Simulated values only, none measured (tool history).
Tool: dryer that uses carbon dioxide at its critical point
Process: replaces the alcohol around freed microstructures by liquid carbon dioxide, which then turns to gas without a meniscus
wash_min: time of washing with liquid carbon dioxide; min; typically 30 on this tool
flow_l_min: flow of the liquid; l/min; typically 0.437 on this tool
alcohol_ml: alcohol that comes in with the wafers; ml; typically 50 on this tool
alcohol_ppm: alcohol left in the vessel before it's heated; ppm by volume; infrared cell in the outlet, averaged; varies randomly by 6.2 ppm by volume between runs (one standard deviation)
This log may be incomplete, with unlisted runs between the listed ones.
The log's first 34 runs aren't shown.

run,day,wash_min,flow_l_min,alcohol_ml,alcohol_ppm
35,9.142,30,0.263,54,1834
36,9.450,30,0.437,20,130
37,9.712,30,0.437,20,116
38,9.946,30,0.435,27,170
39,10.183,21,0.483,44,720
40,10.492,24,0.389,32,685
41,10.758,31,0.367,50,531
42,11.079,39,0.563,51,28
43,11.288,24,0.569,46,229
44,11.525,24,0.569,46,239

Consider 4 possible next runs. They are alternatives, not a sequence: every one starts from the tool as it was left by run 44. What does each give?
A,11.704,39,0.734,46,?
B,11.704,34,0.569,90,?
C,11.704,21,0.290,43,?
D,11.704,38,0.576,47,?

run,alcohol_ppm
A,11
B,67
C,2739
D,40
With the hidden condition removed and each run's random variation left untouched, the same runs would have given:
run,alcohol_ppm
A,0
B,40
C,2496
D,23
